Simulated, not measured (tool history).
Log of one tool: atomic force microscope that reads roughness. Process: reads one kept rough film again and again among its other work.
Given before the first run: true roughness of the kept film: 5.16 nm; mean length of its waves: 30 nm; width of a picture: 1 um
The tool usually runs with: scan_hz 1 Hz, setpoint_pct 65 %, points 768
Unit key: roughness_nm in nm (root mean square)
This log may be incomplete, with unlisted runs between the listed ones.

| run | hour | scan_hz | setpoint_pct | points | roughness_nm |
|---|---|---|---|---|---|
| 1 | 0 | 1 | 65 | 768 | 4.058 |
| 2 | 48.3 | 1 | 65 | 768 | 3.722 |
|  | 74.7 | new tip fitted |
| 3 | 111.1 | 1 | 65 | 768 | 4.296 |
| 4 | 153.3 | 1 | 65 | 768 | 4.052 |
| 5 | 188.4 | 1 | 65 | 723 | 3.849 |
| 6 | 221.1 | 1 | 65 | 768 | 3.6 |
|  | 231 | new tip fitted |
| 7 | 275.5 | 1 | 65 | 768 | 4.277 |
| 8 | 333.2 | 1 | 65 | 768 | 3.93 |
| 9 | 367.4 | 1.09 | 65 | 768 | 3.697 |
|  | 388 | new tip fitted |
| 10 | 399.9 | 1 | 65 | 364 | 4.504 |
| 11 | 465.9 | 1 | 65 | 768 | 4.077 |
| 12 | 522.4 | 1 | 65 | 768 | 3.735 |
|  | 545.9 | new tip fitted |
| 13 | 564.2 | 1 | 65 | 768 | 4.414 |
| 14 | 604.7 | 1 | 65 | 768 | 4.196 |
| 15 | 638.7 | 1 | 65 | 768 | 3.983 |
| 16 | 692.6 | 1 | 65 | 998 | 3.683 |
|  | 703 | new tip fitted |
| 17 | 754.5 | 1 | 65 | 998 | 4.225 |
| 18 | 816.2 | 1 | 65 | 998 | 3.826 |
| 19 | 851.5 | 1 | 65 | 338 | 3.593 |
|  | 860.9 | new tip fitted |
| 20 | 922.1 | 1 | 65 | 338 | 4.134 |
| 21 | 973.6 | 1 | 65 | 338 | 3.799 |
|  | 1017 | new tip fitted |
| 22 | 1041.2 | 1 | 65 | 338 | 4.396 |
| 23 | 1082.8 | 1 | 65 | 768 | 4.1 |
| 24 | 1144.1 | 1.61 | 65 | 495 | 3.714 |
|  | 1179.3 | new tip fitted |
| 25 | 1221.3 | 1.61 | 65 | 495 | 4.214 |
| 26 | 1293.1 | 2.66 | 79 | 844 | 3.558 |
|  | 1338.5 | new tip fitted |
| 27 | 1343.5 | 2.66 | 84 | 328 | 4.142 |
| 28 | 1387.7 | 2.66 | 84 | 328 | 3.802 |
| 29 | 1451.3 | 1.66 | 57 | 448 | 3.785 |
|  | 1494.4 | new tip fitted |
| 30 | 1494.6 | 3.45 | 82 | 768 | 4.167 |
| 31 | 1541.8 | 1 | 72 | 705 | 4.208 |
| 32 | 1604.2 | 0.86 | 78 | 261 | 3.74 |
|  | 1654.4 | new tip fitted |
| 33 | 1681.1 | 0.86 | 74 | 261 | 4.282 |
|  | 1713.9 | height scale calibrated on a step standard |
| 34 | 1732.8 | 1.25 | 65 | 768 | 3.961 |
| 35 | 1810.1 | 1.25 | 68 | 972 | 3.488 |
|  | 1817.3 | new tip fitted |
| 36 | 1887.3 | 1.25 | 68 | 972 | 4.099 |
| 37 | 1954.9 | 0.5 | 65 | 268 | 3.647 |
|  | 1976.7 | new tip fitted |
| 38 | 2008.9 | 0.5 | 65 | 268 | 4.278 |
| 39 | 2071.9 | 1 | 90 | 697 | 3.741 |
|  | 2138.7 | new tip fitted |
| 40 | 2150.9 | 1 | 90 | 555 | 4.234 |
| 41 | 2228.3 | 1 | 90 | 555 | 3.76 |
| 42 | 2272.8 | 1 | 90 | 555 | 3.508 |
|  | 2299 | new tip fitted |
| 43 | 2336 | 1 | 76 | 555 | 4.218 |
| 44 | 2389.9 | 1 | 76 | 302 | 3.821 |
| 45 | 2434.1 | 0.86 | 67 | 546 | 3.707 |
|  | 2458 | new tip fitted |
| 46 | 2476.4 | 0.86 | 67 | 546 | 4.418 |

Branching from run 46: 5 alternative next runs. What would each branch give?
| A | 2553.3 | 0.79 | 77 | 319 | ? |
| B | 2553.3 | 1.35 | 67 | 926 | ? |
| C | 2553.3 | 0.9 | 85 | 992 | ? |
| D | 2553.3 | 0.86 | 67 | 522 | ? |
| E | 2553.3 | 1.67 | 57 | 546 | ? |

| run | roughness_nm |
|---|---|
| A | 3.855 |
| B | 3.902 |
| C | 3.835 |
| D | 3.914 |
| E | 3.918 |
Take away the tool's hidden state, keep each run's random variation, and the runs would have read:
| run | roughness_nm |
|---|---|
| A | 4.466 |
| B | 4.52 |
| C | 4.444 |
| D | 4.536 |
| E | 4.54 |

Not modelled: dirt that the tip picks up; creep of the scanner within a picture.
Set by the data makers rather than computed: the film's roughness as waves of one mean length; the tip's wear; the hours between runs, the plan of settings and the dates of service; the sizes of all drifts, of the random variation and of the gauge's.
